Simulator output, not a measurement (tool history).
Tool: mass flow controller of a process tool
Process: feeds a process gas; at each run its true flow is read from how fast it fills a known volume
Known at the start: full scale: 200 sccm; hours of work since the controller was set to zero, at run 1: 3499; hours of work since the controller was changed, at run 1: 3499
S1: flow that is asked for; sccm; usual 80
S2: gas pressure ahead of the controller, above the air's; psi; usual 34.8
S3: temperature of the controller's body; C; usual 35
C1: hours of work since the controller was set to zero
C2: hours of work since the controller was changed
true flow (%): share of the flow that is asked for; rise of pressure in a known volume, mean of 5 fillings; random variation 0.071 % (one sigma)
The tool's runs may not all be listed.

Run 1, day 0: usual settings; C1 3499; C2 3499. Result: true flow (%) 94.4.
Run 2, day 6.112: usual settings but S2 32.3 psi; C1 3600; C2 3600. Result: true flow (%) 94.35.
Run 3, day 10.912: usual settings but S2 32.3 psi; C1 3680; C2 3680. Result: true flow (%) 94.18.
Run 4, day 14.65: usual settings but S2 32.3 psi, S3 26 C; C1 3742; C2 3742. Result: true flow (%) 93.75.
Run 5, day 20.021: usual settings but S2 32.3 psi, S3 26 C; C1 3832; C2 3832. Result: true flow (%) 93.5.
Run 6, day 26.083: usual settings but S2 32.5 psi, S3 26 C; C1 3932; C2 3932. Result: true flow (%) 93.26.
Run 7, day 31.867: usual settings but S2 32.5 psi, S3 26 C; C1 4028; C2 4028. Result: true flow (%) 93.51.
Run 8, day 34.521: usual settings but S2 23.9 psi; C1 4073; C2 4073. Result: true flow (%) 93.82.
At day 35.088: controller's zero set anew.
Run 9, day 38.712: usual settings but S2 24.1 psi; C1 60; C2 4142. Result: true flow (%) 92.65.
Run 10, day 43.9: usual settings but S2 24.1 psi; C1 146; C2 4228. Result: true flow (%) 92.65.
Run 11, day 48.862: usual settings but S1 141 sccm, S2 34.4 psi, S3 26 C; C1 229; C2 4310. Result: true flow (%) 94.4.
Run 12, day 53.404: usual settings but S2 27.8 psi, S3 34 C; C1 304; C2 4386. Result: true flow (%) 92.29.
Run 13, day 57.942: usual settings but S3 21 C; C1 380; C2 4461. Result: true flow (%) 91.54.
At day 59.046: controller's zero set anew, once more.
Run 14, day 63.108: usual settings but S3 21 C; C1 67; C2 4547. Result: true flow (%) 96.3.
Run 15, day 66.592: usual settings but S1 45 sccm, S3 40 C; C1 125; C2 4605. Result: true flow (%) 96.39.
Run 16, day 69.833: usual settings but S1 45 sccm, S3 40 C; C1 179; C2 4659. Result: true flow (%) 96.35.
Run 17, day 74.754: usual settings but S1 45 sccm, S3 40 C; C1 261; C2 4740. Result: true flow (%) 96.22.
Run 18, day 78.604: usual settings but S1 45 sccm, S3 40 C; C1 325; C2 4804. Result: true flow (%) 96.18.
Run 19, day 83.004: usual settings but S1 45 sccm, S3 40 C; C1 398; C2 4877. Result: true flow (%) 95.99.
Run 20, day 88.825: usual settings but S1 158 sccm, S2 23.5 psi, S3 40 C; C1 495; C2 4974. Result: true flow (%) 97.27.

5 ways to go on from here, each from the tool as it stands after run 20. What would each give?
Run A, day 93.992: usual settings but S1 51 sccm, S2 23.5 psi, S3 25 C; C1 581; C2 5060. Result: true flow (%) ?.
Run B, day 93.992: usual settings but S1 42 sccm, S2 21 psi, S3 25 C; C1 581; C2 5060. Result: true flow (%) ?.
Run C, day 93.992: usual settings but S1 135 sccm, S2 32.8 psi, S3 39 C; C1 581; C2 5060. Result: true flow (%) ?.
Run D, day 93.992: usual settings but S1 28 sccm, S2 33.5 psi, S3 40 C; C1 581; C2 5060. Result: true flow (%) ?.
Run E, day 93.992: usual settings but S2 29.6 psi, S3 23 C; C1 581; C2 5060. Result: true flow (%) ?.

run  true flow (%)
  A          95.22
  B          95.16
  C           96.8
  D          95.16
  E           95.6
Without the tool's hidden state the same runs would have given:
run  true flow (%)
  A          98.91
  B          99.02
  C         100.05
  D          99.46
  E          99.03
